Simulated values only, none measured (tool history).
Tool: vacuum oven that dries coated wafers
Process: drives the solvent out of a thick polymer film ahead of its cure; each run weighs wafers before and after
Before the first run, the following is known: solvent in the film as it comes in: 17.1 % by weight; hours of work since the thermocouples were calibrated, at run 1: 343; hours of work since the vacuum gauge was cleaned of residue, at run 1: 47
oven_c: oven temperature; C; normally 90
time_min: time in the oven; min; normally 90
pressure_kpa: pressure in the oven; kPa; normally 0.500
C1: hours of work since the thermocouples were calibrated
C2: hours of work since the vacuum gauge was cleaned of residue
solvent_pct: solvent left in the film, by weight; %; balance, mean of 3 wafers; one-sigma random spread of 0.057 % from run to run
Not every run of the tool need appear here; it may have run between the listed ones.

Run 1, hour 0.0: usual settings; C1 343; C2 47. Result: solvent_pct 2.95 %.
Run 2, hour 84.2: usual settings; C1 402; C2 105. Result: solvent_pct 2.84 %.
Run 3, hour 147.7: usual settings; C1 446; C2 150. Result: solvent_pct 3.01 %.
Run 4, hour 243.1: usual settings; C1 512; C2 216. Result: solvent_pct 3.13 %.
Run 5, hour 356.6: usual settings; C1 591; C2 295. Result: solvent_pct 3.24 %.
Run 6, hour 409.0: usual settings but pressure_kpa 0.436 kPa; C1 628; C2 332. Result: solvent_pct 3.07 %.
Run 7, hour 522.2: usual settings but pressure_kpa 0.436 kPa; C1 707; C2 411. Result: solvent_pct 3.26 %.
Run 8, hour 589.2: usual settings but pressure_kpa 0.436 kPa; C1 753; C2 457. Result: solvent_pct 3.25 %.
Run 9, hour 660.5: usual settings; C1 803; C2 507. Result: solvent_pct 3.46 %.
Run 10, hour 725.9: usual settings but time_min 50 min, pressure_kpa 0.495 kPa; C1 849; C2 553. Result: solvent_pct 6.06 %.
At hour 733.3: oven's thermocouples calibrated.
Run 11, hour 796.5: usual settings but time_min 50 min, pressure_kpa 0.495 kPa; C1 44; C2 600. Result: solvent_pct 6.52 %.
Run 12, hour 889.9: usual settings but time_min 50 min, pressure_kpa 0.495 kPa; C1 109; C2 665. Result: solvent_pct 6.47 %.
At hour 979.1: oven's thermocouples calibrated, once more.
Run 13, hour 997.6: usual settings but time_min 50 min, pressure_kpa 0.495 kPa; C1 13; C2 739. Result: solvent_pct 5.79 %.
Run 14, hour 1070.2: usual settings but time_min 56 min, pressure_kpa 0.495 kPa; C1 63; C2 790. Result: solvent_pct 5.13 %.
Run 15, hour 1122.5: usual settings but time_min 56 min, pressure_kpa 0.495 kPa; C1 100; C2 826. Result: solvent_pct 5.50 %.
Run 16, hour 1222.4: usual settings but time_min 56 min, pressure_kpa 0.495 kPa; C1 169; C2 896. Result: solvent_pct 5.38 %.
Run 17, hour 1347.8: usual settings but oven_c 82 C, time_min 79 min, pressure_kpa 0.273 kPa; C1 257; C2 983. Result: solvent_pct 5.85 %.

Consider 3 possible next runs. They are alternatives, not a sequence: every one starts from the tool as it was left by run 17. What does each give?
Run A, hour 1400.8: usual settings but oven_c 103 C, pressure_kpa 1.707 kPa; C1 294; C2 1020. Result: solvent_pct ?.
Run B, hour 1400.8: usual settings but oven_c 93 C, time_min 46 min, pressure_kpa 0.525 kPa; C1 294; C2 1020. Result: solvent_pct ?.
Run C, hour 1400.8: usual settings but pressure_kpa 1.227 kPa; C1 294; C2 1020. Result: solvent_pct ?.

run  solvent_pct
  A         2.83
  B         5.63
  C         4.79
Take away the tool's hidden state, keep each run's random variation, and the runs would have read:
run  solvent_pct
  A         2.24
  B         4.91
  C         3.90
